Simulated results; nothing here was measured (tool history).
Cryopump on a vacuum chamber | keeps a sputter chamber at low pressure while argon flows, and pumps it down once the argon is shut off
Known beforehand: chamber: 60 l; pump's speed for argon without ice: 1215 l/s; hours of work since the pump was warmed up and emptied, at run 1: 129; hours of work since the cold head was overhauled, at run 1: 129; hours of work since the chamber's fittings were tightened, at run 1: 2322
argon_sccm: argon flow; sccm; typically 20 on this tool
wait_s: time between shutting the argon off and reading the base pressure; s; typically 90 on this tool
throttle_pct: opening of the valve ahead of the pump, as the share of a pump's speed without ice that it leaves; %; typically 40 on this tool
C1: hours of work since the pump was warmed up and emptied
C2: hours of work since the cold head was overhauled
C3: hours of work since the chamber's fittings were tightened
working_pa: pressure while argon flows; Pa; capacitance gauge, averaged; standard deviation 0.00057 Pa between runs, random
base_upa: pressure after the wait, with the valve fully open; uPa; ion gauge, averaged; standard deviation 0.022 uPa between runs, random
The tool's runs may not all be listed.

run 1 hour=0 | argon_sccm=20 wait_s=90 throttle_pct=40 | C1=129 C2=129 C3=2322 | working_pa=0.0724 base_upa=2.49
run 2 hour=10 | argon_sccm=20 wait_s=90 throttle_pct=40 | C1=135 C2=135 C3=2328 | working_pa=0.0725 base_upa=2.48
-- hour=18 leaking fittings of the chamber tightened, without venting
run 3 hour=27.6 | argon_sccm=21 wait_s=90 throttle_pct=40 | C1=144 C2=144 C3=6 | working_pa=0.0754 base_upa=0.55
run 4 hour=41 | argon_sccm=21 wait_s=86 throttle_pct=40 | C1=152 C2=152 C3=14 | working_pa=0.0765 base_upa=0.61
run 5 hour=51.1 | argon_sccm=21 wait_s=86 throttle_pct=40 | C1=158 C2=158 C3=20 | working_pa=0.0762 base_upa=0.63
run 6 hour=61.7 | argon_sccm=9 wait_s=58 throttle_pct=34 | C1=165 C2=165 C3=26 | working_pa=0.0382 base_upa=0.74
run 7 hour=80.2 | argon_sccm=9 wait_s=58 throttle_pct=34 | C1=176 C2=176 C3=37 | working_pa=0.0384 base_upa=0.79
run 8 hour=97.7 | argon_sccm=9 wait_s=58 throttle_pct=34 | C1=186 C2=186 C3=48 | working_pa=0.0383 base_upa=0.79
run 9 hour=114 | argon_sccm=9 wait_s=58 throttle_pct=34 | C1=196 C2=196 C3=58 | working_pa=0.0389 base_upa=0.78
run 10 hour=128.5 | argon_sccm=9 wait_s=200 throttle_pct=34 | C1=205 C2=205 C3=67 | working_pa=0.0389 base_upa=0.49

3 options for the next run, each taken on its own from the tool as it stands now. Forecast them:
run A hour=144.9 | argon_sccm=20 wait_s=99 throttle_pct=40 | C1=215 C2=215 C3=76 | working_pa=? base_upa=?
run B hour=144.9 | argon_sccm=9 wait_s=34 throttle_pct=48 | C1=215 C2=215 C3=76 | working_pa=? base_upa=?
run C hour=144.9 | argon_sccm=27 wait_s=40 throttle_pct=47 | C1=215 C2=215 C3=76 | working_pa=? base_upa=?

run=A working_pa=0.0731 base_upa=0.64
run=B working_pa=0.0278 base_upa=1.11
run=C working_pa=0.0855 base_upa=1.03
Without the tool's unlogged condition, the same runs would have read:
run=A working_pa=0.0692 base_upa=0.52
run=B working_pa=0.0261 base_upa=0.99
run=C working_pa=0.0802 base_upa=0.9

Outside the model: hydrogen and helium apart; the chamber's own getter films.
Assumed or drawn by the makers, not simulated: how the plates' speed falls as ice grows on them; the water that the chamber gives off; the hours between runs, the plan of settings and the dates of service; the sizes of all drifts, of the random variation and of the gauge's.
